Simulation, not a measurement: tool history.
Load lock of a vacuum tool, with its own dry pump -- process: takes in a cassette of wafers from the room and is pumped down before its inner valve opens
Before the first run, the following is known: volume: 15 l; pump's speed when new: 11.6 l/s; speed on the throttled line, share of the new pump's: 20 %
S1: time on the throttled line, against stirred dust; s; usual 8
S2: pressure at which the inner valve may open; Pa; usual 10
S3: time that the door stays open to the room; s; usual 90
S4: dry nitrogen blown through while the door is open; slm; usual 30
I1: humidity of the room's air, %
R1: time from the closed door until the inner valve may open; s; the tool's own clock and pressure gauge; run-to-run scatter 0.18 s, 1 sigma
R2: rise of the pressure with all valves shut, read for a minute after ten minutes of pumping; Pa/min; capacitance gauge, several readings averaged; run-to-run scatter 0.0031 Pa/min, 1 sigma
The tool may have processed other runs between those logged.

run 1 hour=0 | S1=8 S2=10 S3=90 S4=30 | I1=43.6 | R1=19.1 R2=0.072
run 2 hour=98.7 | S1=8 S2=10 S3=90 S4=30 | I1=47.6 | R1=19.3 R2=0.076
run 3 hour=158.9 | S1=8 S2=9 S3=90 S4=30 | I1=44.5 | R1=19.3 R2=0.072
run 4 hour=274.9 | S1=8 S2=9 S3=90 S4=30 | I1=41.8 | R1=19.8 R2=0.074
run 5 hour=344.5 | S1=8 S2=9 S3=90 S4=30 | I1=45.9 | R1=19.5 R2=0.081
run 6 hour=398.3 | S1=8 S2=9 S3=90 S4=30 | I1=44.5 | R1=19 R2=0.084
run 7 hour=458.5 | S1=8 S2=9 S3=90 S4=30 | I1=49.7 | R1=19.5 R2=0.089
run 8 hour=563.1 | S1=8 S2=9 S3=90 S4=30 | I1=41.9 | R1=19.5 R2=0.074
run 9 hour=663.3 | S1=8 S2=10 S3=43 S4=30 | I1=47.6 | R1=19.2 R2=0.068
run 10 hour=735.5 | S1=8 S2=10 S3=43 S4=30 | I1=45.9 | R1=19.6 R2=0.071
run 11 hour=835.4 | S1=8 S2=10 S3=43 S4=30 | I1=47.2 | R1=19.5 R2=0.066
run 12 hour=901.8 | S1=8 S2=10 S3=43 S4=30 | I1=47.2 | R1=19.2 R2=0.062
run 13 hour=1002.9 | S1=8 S2=10 S3=90 S4=8 | I1=42.1 | R1=19.3 R2=0.123
run 14 hour=1090.6 | S1=8 S2=11 S3=90 S4=30 | I1=44.5 | R1=19.4 R2=0.079
run 15 hour=1191.6 | S1=8 S2=11 S3=90 S4=30 | I1=47.6 | R1=19.1 R2=0.086
run 16 hour=1294.8 | S1=8 S2=11 S3=90 S4=30 | I1=45.6 | R1=19.5 R2=0.084
run 17 hour=1387 | S1=8 S2=10 S3=90 S4=30 | I1=43.9 | R1=19.7 R2=0.094
run 18 hour=1440.9 | S1=8 S2=10 S3=90 S4=4 | I1=42.5 | R1=19.2 R2=0.134
run 19 hour=1539.2 | S1=8 S2=10 S3=90 S4=30 | I1=42.9 | R1=19.3 R2=0.078
run 20 hour=1642.5 | S1=8 S2=15 S3=90 S4=30 | I1=44.1 | R1=18.8 R2=0.08
run 21 hour=1691.1 | S1=6 S2=8 S3=51 S4=4 | I1=45.4 | R1=18.1 R2=0.118
run 22 hour=1744.5 | S1=11 S2=14 S3=224 S4=8 | I1=44.1 | R1=21.4 R2=0.159
run 23 hour=1830.9 | S1=5 S2=10 S3=90 S4=37 | I1=47.2 | R1=17.2 R2=0.08
run 24 hour=1945.8 | S1=5 S2=10 S3=90 S4=37 | I1=44.4 | R1=16.9 R2=0.078
run 25 hour=2020.8 | S1=10 S2=10 S3=91 S4=37 | I1=47.5 | R1=21 R2=0.086
run 26 hour=2110.7 | S1=4 S2=18 S3=90 S4=30 | I1=46.3 | R1=15.3 R2=0.091
run 27 hour=2199.9 | S1=8 S2=10 S3=150 S4=21 | I1=45.3 | R1=19.3 R2=0.117
run 28 hour=2312.8 | S1=8 S2=10 S3=208 S4=8 | I1=44.8 | R1=19.3 R2=0.165
run 29 hour=2424.8 | S1=8 S2=10 S3=208 S4=8 | I1=46.6 | R1=19.4 R2=0.172
run 30 hour=2507.4 | S1=6 S2=14 S3=90 S4=34 | I1=44.7 | R1=17.7 R2=0.083
run 31 hour=2622.2 | S1=8 S2=15 S3=90 S4=26 | I1=43.5 | R1=19 R2=0.095
run 32 hour=2693.3 | S1=8 S2=10 S3=30 S4=30 | I1=42.3 | R1=19.6 R2=0.067
run 33 hour=2788.6 | S1=12 S2=10 S3=90 S4=30 | I1=44.7 | R1=22.4 R2=0.09
run 34 hour=2854.5 | S1=12 S2=10 S3=90 S4=30 | I1=45 | R1=22.6 R2=0.092
run 35 hour=2926.5 | S1=12 S2=10 S3=90 S4=30 | I1=45.4 | R1=22.3 R2=0.094
run 36 hour=2986.3 | S1=12 S2=8 S3=133 S4=30 | I1=44.1 | R1=23.1 R2=0.101
run 37 hour=3061.7 | S1=13 S2=19 S3=90 S4=15 | I1=47.7 | R1=22.8 R2=0.125

Below are 3 alternative next runs, each starting from the tool's condition after run 37. Predict each:
run A hour=3120.3 | S1=7 S2=10 S3=90 S4=32 | I1=43.9 | R1=? R2=?
run B hour=3120.3 | S1=4 S2=10 S3=39 S4=30 | I1=48.8 | R1=? R2=?
run C hour=3120.3 | S1=8 S2=11 S3=111 S4=16 | I1=47.7 | R1=? R2=?

run=A R1=18.9 R2=0.092
run=B R1=16.5 R2=0.09
run=C R1=19.7 R2=0.122
The same runs, with their run-to-run variation unchanged, on a tool lacking any hidden condition would have given:
run=A R1=17.7 R2=0.066
run=B R1=15.3 R2=0.063
run=C R1=18.6 R2=0.095
